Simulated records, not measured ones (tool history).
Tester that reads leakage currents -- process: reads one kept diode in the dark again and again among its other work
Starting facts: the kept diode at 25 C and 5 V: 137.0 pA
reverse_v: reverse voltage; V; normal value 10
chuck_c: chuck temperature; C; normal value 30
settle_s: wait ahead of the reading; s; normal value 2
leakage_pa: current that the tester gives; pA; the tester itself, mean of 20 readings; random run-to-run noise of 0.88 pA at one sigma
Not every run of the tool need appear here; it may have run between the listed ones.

{"run": 1, "hour": 0.0, "reverse_v": 10, "chuck_c": 30, "settle_s": 2, "leakage_pa": 265.78}
{"run": 2, "hour": 37.2, "reverse_v": 10, "chuck_c": 30, "settle_s": 2, "leakage_pa": 265.57}
{"run": 3, "hour": 78.0, "reverse_v": 10, "chuck_c": 30, "settle_s": 2, "leakage_pa": 263.34}
{"run": 4, "hour": 116.7, "reverse_v": 10, "chuck_c": 30, "settle_s": 2, "leakage_pa": 261.83}
{"run": 5, "hour": 170.1, "reverse_v": 10, "chuck_c": 30, "settle_s": 2, "leakage_pa": 259.37}
{"run": 6, "hour": 196.2, "reverse_v": 10, "chuck_c": 30, "settle_s": 2, "leakage_pa": 257.09}
{"run": 7, "hour": 252.3, "reverse_v": 10, "chuck_c": 25, "settle_s": 2, "leakage_pa": 168.1}
{"run": 8, "hour": 304.0, "reverse_v": 10, "chuck_c": 25, "settle_s": 2, "leakage_pa": 165.97}
{"run": 9, "hour": 336.5, "reverse_v": 1.1, "chuck_c": 30, "settle_s": 2, "leakage_pa": 90.02}
{"run": 10, "hour": 387.4, "reverse_v": 10, "chuck_c": 30, "settle_s": 2, "leakage_pa": 251.12}
{"run": 11, "hour": 424.2, "reverse_v": 10, "chuck_c": 30, "settle_s": 1.07, "leakage_pa": 251.1}
{"run": 12, "hour": 459.5, "reverse_v": 10, "chuck_c": 57, "settle_s": 2, "leakage_pa": 2088.64}
{"run": 13, "hour": 491.9, "reverse_v": 7.8, "chuck_c": 36, "settle_s": 1.13, "leakage_pa": 365.06}
{"run": 14, "hour": 518.2, "reverse_v": 1.8, "chuck_c": 30, "settle_s": 2, "leakage_pa": 110.32}
{"run": 15, "hour": 565.6, "reverse_v": 4, "chuck_c": 25, "settle_s": 6.61, "leakage_pa": 102.92}
{"run": 16, "hour": 607.6, "reverse_v": 10.7, "chuck_c": 30, "settle_s": 2, "leakage_pa": 252.55}
{"hour": 644.8, "done": "chuck's temperature calibrated"}
{"run": 17, "hour": 651.1, "reverse_v": 11.3, "chuck_c": 30, "settle_s": 0.32, "leakage_pa": 311.32}
{"run": 18, "hour": 693.6, "reverse_v": 10.3, "chuck_c": 30, "settle_s": 1.43, "leakage_pa": 290.01}
{"run": 19, "hour": 739.3, "reverse_v": 2, "chuck_c": 59, "settle_s": 2, "leakage_pa": 1267.86}
{"run": 20, "hour": 770.1, "reverse_v": 8.3, "chuck_c": 30, "settle_s": 0.93, "leakage_pa": 260.25}
{"run": 21, "hour": 803.9, "reverse_v": 10, "chuck_c": 24, "settle_s": 2, "leakage_pa": 168.56}
{"run": 22, "hour": 844.9, "reverse_v": 10, "chuck_c": 24, "settle_s": 2, "leakage_pa": 168.25}
{"run": 23, "hour": 871.8, "reverse_v": 10, "chuck_c": 24, "settle_s": 2, "leakage_pa": 166.67}

Each row is a separate what-if for the run after 23, all from the same tool condition, not one after another. Results?
{"run": "A", "hour": 898.8, "reverse_v": 4.5, "chuck_c": 30, "settle_s": 2, "leakage_pa": "?"}
{"run": "B", "hour": 898.8, "reverse_v": 10, "chuck_c": 44, "settle_s": 0.38, "leakage_pa": "?"}
{"run": "C", "hour": 898.8, "reverse_v": 6.5, "chuck_c": 31, "settle_s": 3.59, "leakage_pa": "?"}

run=A leakage_pa=190.5
run=B leakage_pa=861.09
run=C leakage_pa=246.53
What these runs would have given with no unlogged condition in the tool:
run=A leakage_pa=201.83
run=B leakage_pa=912.42
run=C leakage_pa=260.81
